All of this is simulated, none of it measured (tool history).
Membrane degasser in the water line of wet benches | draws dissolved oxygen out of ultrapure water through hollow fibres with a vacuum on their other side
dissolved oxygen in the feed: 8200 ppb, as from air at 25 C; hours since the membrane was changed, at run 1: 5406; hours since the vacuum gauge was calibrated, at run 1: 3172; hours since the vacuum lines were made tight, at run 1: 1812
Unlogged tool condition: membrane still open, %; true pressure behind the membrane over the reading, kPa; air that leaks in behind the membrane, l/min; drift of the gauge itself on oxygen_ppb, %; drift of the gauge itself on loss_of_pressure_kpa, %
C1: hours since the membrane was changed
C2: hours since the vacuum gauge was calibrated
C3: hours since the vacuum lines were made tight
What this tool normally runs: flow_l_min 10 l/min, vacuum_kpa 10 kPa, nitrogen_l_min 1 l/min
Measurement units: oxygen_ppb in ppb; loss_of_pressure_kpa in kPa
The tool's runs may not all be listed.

Run 1, hour 0: usual settings; C1 5406; C2 3172; C3 1812. Result: oxygen_ppb 163.2 ppb, loss_of_pressure_kpa 26.2 kPa.
Run 2, hour 66.8: usual settings but nitrogen_l_min 1.28 l/min; C1 5473; C2 3239; C3 1878. Result: oxygen_ppb 132.2 ppb, loss_of_pressure_kpa 26.33 kPa.
Run 3, hour 157.7: usual settings but nitrogen_l_min 1.28 l/min; C1 5563; C2 3330; C3 1969. Result: oxygen_ppb 132.5 ppb, loss_of_pressure_kpa 26.29 kPa.
Run 4, hour 298.7: usual settings but nitrogen_l_min 1.28 l/min; C1 5704; C2 3471; C3 2110. Result: oxygen_ppb 133 ppb, loss_of_pressure_kpa 26.01 kPa.
Run 5, hour 394.9: usual settings but nitrogen_l_min 1.28 l/min; C1 5801; C2 3567; C3 2207. Result: oxygen_ppb 133.2 ppb, loss_of_pressure_kpa 26.41 kPa.
Run 6, hour 499.4: usual settings but vacuum_kpa 8.5 kPa, nitrogen_l_min 1.28 l/min; C1 5905; C2 3672; C3 2311. Result: oxygen_ppb 105.3 ppb, loss_of_pressure_kpa 26.25 kPa.
At hour 540.5: vacuum gauge calibrated.
Run 7, hour 626: usual settings but vacuum_kpa 8.5 kPa, nitrogen_l_min 1.28 l/min; C1 6031; C2 86; C3 2437. Result: oxygen_ppb 101.6 ppb, loss_of_pressure_kpa 26.59 kPa.
Run 8, hour 740.9: usual settings but nitrogen_l_min 0.61 l/min; C1 6146; C2 200; C3 2552. Result: oxygen_ppb 251.1 ppb, loss_of_pressure_kpa 26.2 kPa.
Run 9, hour 821.1: usual settings but nitrogen_l_min 0.61 l/min; C1 6226; C2 281; C3 2632. Result: oxygen_ppb 252.5 ppb, loss_of_pressure_kpa 26.58 kPa.
Run 10, hour 895.3: usual settings but nitrogen_l_min 0.61 l/min; C1 6301; C2 355; C3 2706. Result: oxygen_ppb 251.3 ppb, loss_of_pressure_kpa 26.25 kPa.
Run 11, hour 1020.7: usual settings; C1 6426; C2 480; C3 2832. Result: oxygen_ppb 161.3 ppb, loss_of_pressure_kpa 26.04 kPa.
Run 12, hour 1094.4: usual settings but flow_l_min 8 l/min, vacuum_kpa 15.8 kPa; C1 6500; C2 554; C3 2906. Result: oxygen_ppb 241.3 ppb, loss_of_pressure_kpa 21.05 kPa.
Run 13, hour 1198: usual settings but vacuum_kpa 9 kPa; C1 6603; C2 658; C3 3009. Result: oxygen_ppb 140.6 ppb, loss_of_pressure_kpa 26.49 kPa.
Run 14, hour 1294.2: usual settings but flow_l_min 13 l/min, vacuum_kpa 9 kPa, nitrogen_l_min 1.2 l/min; C1 6699; C2 754; C3 3105. Result: oxygen_ppb 149.9 ppb, loss_of_pressure_kpa 34.31 kPa.
Run 15, hour 1416.9: usual settings but flow_l_min 15 l/min, vacuum_kpa 8.5 kPa, nitrogen_l_min 0.64 l/min; C1 6822; C2 876; C3 3228. Result: oxygen_ppb 272.5 ppb, loss_of_pressure_kpa 39.73 kPa.
Run 16, hour 1506: usual settings but flow_l_min 7 l/min, vacuum_kpa 8.5 kPa, nitrogen_l_min 1.7 l/min; C1 6911; C2 966; C3 3317. Result: oxygen_ppb 56 ppb, loss_of_pressure_kpa 18.14 kPa.
Run 17, hour 1584.3: usual settings but flow_l_min 7 l/min, vacuum_kpa 15.1 kPa, nitrogen_l_min 0.54 l/min; C1 6990; C2 1044; C3 3395. Result: oxygen_ppb 356.5 ppb, loss_of_pressure_kpa 18.5 kPa.
Run 18, hour 1714.5: usual settings but flow_l_min 7 l/min, vacuum_kpa 15.1 kPa, nitrogen_l_min 0.54 l/min; C1 7120; C2 1174; C3 3526. Result: oxygen_ppb 356.3 ppb, loss_of_pressure_kpa 18.52 kPa.
Run 19, hour 1819.1: usual settings but flow_l_min 14 l/min, vacuum_kpa 19.6 kPa, nitrogen_l_min 1.53 l/min; C1 7224; C2 1279; C3 3630. Result: oxygen_ppb 355.7 ppb, loss_of_pressure_kpa 37.19 kPa.
Run 20, hour 1950.4: usual settings but flow_l_min 7 l/min, vacuum_kpa 19.6 kPa, nitrogen_l_min 2.37 l/min; C1 7356; C2 1410; C3 3762. Result: oxygen_ppb 123 ppb, loss_of_pressure_kpa 18.78 kPa.
Run 21, hour 2067.1: usual settings but flow_l_min 7 l/min, vacuum_kpa 19.6 kPa, nitrogen_l_min 2.37 l/min; C1 7472; C2 1527; C3 3878. Result: oxygen_ppb 123.7 ppb, loss_of_pressure_kpa 18.55 kPa.

Entry by entry between the runs, the difference in hidden state between the last listed run before and the first listed run after:
Runs 6 to 7: vacuum gauge calibrated (hour 540.5)
  true pressure behind the membrane over the reading, kPa: 0.17 -> -0.05; air that leaks in behind the membrane, l/min: 0.0071 -> 0.0074
  measured result minus the result with no hidden state, oxygen_ppb: +5 -> +0.8 ppb; loss_of_pressure_kpa: +0.73 -> +0.75 kPa
